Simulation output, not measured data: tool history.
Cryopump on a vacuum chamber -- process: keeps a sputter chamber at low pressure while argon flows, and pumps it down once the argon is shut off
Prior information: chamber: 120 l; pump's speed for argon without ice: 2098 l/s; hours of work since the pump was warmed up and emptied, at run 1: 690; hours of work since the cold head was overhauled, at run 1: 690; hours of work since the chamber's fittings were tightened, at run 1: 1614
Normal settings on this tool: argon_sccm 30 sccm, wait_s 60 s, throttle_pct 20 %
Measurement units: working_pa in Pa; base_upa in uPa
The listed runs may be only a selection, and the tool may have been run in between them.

run	hour	argon_sccm	wait_s	throttle_pct	hours of work since the pump was warmed up and emptied	hours of work since the cold head was overhauled	hours of work since the chamber's fittings were tightened	working_pa	base_upa
1	0	30	60	20	690	690	1614	0.1275	1.64
2	19.2	30	138	20	701	701	1624	0.1274	1.23
3	46.6	30	60	20	716	716	1640	0.1286	1.63
4	80.6	30	60	20	735	735	1658	0.1281	1.63
5	116.1	30	60	20	754	754	1678	0.1295	1.66
6	157.8	21	60	20	777	777	1701	0.0899	1.73
7	187.1	30	91	20	793	793	1717	0.1298	1.47
8	220.1	30	91	20	812	812	1735	0.1306	1.46
9	252.4	30	91	20	829	829	1753	0.1321	1.55
10	281.8	30	205	20	846	846	1769	0.1308	1.32
11	302	30	205	20	857	857	1781	0.1302	1.3
12	328	30	205	20	871	871	1795	0.1296	1.28
13	357.7	30	60	20	888	888	1811	0.1312	1.84
14	383.7	13	186	27	902	902	1826	0.0425	1.39
# hour 402.6: pump warmed up, emptied and cooled again
15	420.4	35	288	31	10	919	1843	0.0916	1.02
16	451.5	35	288	31	27	937	1860	0.0909	0.97
17	473.2	28	288	31	39	949	1872	0.074	1.02
18	498.3	28	288	31	53	962	1886	0.0725	1.08
19	533	28	93	49	72	982	1905	0.0465	1.36
20	563.9	43	60	30	89	999	1922	0.1172	1.58
21	605.4	16	119	54	112	1022	1945	0.0242	1.23
22	635.5	38	97	18	129	1038	1962	0.1719	1.35
23	656	30	60	44	140	1049	1973	0.0569	1.65
24	688.9	15	60	44	158	1068	1991	0.0276	1.62
25	705.7	30	60	44	167	1077	2001	0.0566	1.63

Below are 5 alternative next runs, each starting from the tool's condition after run 25. Predict each:
A	727.8	26	109	59	180	1089	2013	?	?
B	727.8	30	34	19	180	1089	2013	?	?
C	727.8	48	90	44	180	1089	2013	?	?
D	727.8	30	184	40	180	1089	2013	?	?
E	727.8	18	265	22	180	1089	2013	?	?

run	working_pa	base_upa
A	0.0371	1.31
B	0.1287	2.06
C	0.0906	1.44
D	0.0624	1.19
E	0.0682	1.11
What these runs would have given with no unlogged condition in the tool:
run	working_pa	base_upa
A	0.0355	0.49
B	0.1268	1.23
C	0.0876	0.6
D	0.0605	0.33
E	0.0671	0.26

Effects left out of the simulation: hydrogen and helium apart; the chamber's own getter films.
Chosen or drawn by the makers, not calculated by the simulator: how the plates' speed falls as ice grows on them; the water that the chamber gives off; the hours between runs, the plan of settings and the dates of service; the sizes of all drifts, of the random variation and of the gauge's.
